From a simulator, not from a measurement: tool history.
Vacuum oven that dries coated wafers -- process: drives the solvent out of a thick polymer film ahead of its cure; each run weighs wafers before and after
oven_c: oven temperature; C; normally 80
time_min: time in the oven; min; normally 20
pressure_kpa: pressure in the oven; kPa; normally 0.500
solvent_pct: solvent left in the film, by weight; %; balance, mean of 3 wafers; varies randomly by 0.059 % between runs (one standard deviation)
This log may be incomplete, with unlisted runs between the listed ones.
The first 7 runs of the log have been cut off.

run	day	oven_c	time_min	pressure_kpa	solvent_pct
8	14.138	85	20	0.701	1.90
9	17.212	80	20	0.500	3.18
10	20.400	80	20	0.500	3.06
11	22.396	80	12	0.500	5.49
12	24.779	80	12	0.500	5.60
13	26.992	80	12	0.500	5.48
14	28.588	80	12	0.500	5.37
15	31.008	80	22	0.500	2.75
16	33.488	80	20	0.500	3.13
# day 34.054: oven's thermocouples calibrated
17	35.046	80	20	0.500	3.12
18	38.179	80	20	0.500	3.19
19	39.688	80	20	0.500	3.16
20	41.004	80	20	0.500	3.03
21	43.896	80	22	0.500	2.86
22	46.488	80	18	0.500	3.56
23	49.204	80	20	0.500	3.17
24	51.479	80	20	0.500	3.11
25	54.071	78	11	0.902	6.97
26	56.917	78	11	0.902	6.93
27	58.621	68	19	1.237	8.80
28	61.067	68	19	1.237	8.60
29	64.204	90	20	1.428	1.50
30	65.883	93	20	0.851	0.79
31	68.717	93	20	0.851	0.81

What does the tool deliver on the next run?
32	70.854	69	20	0.269	?

Run 32 gave solvent_pct 7.13 %.
Minus the tool's unlogged condition, the same run would have read solvent_pct 7.11 %.
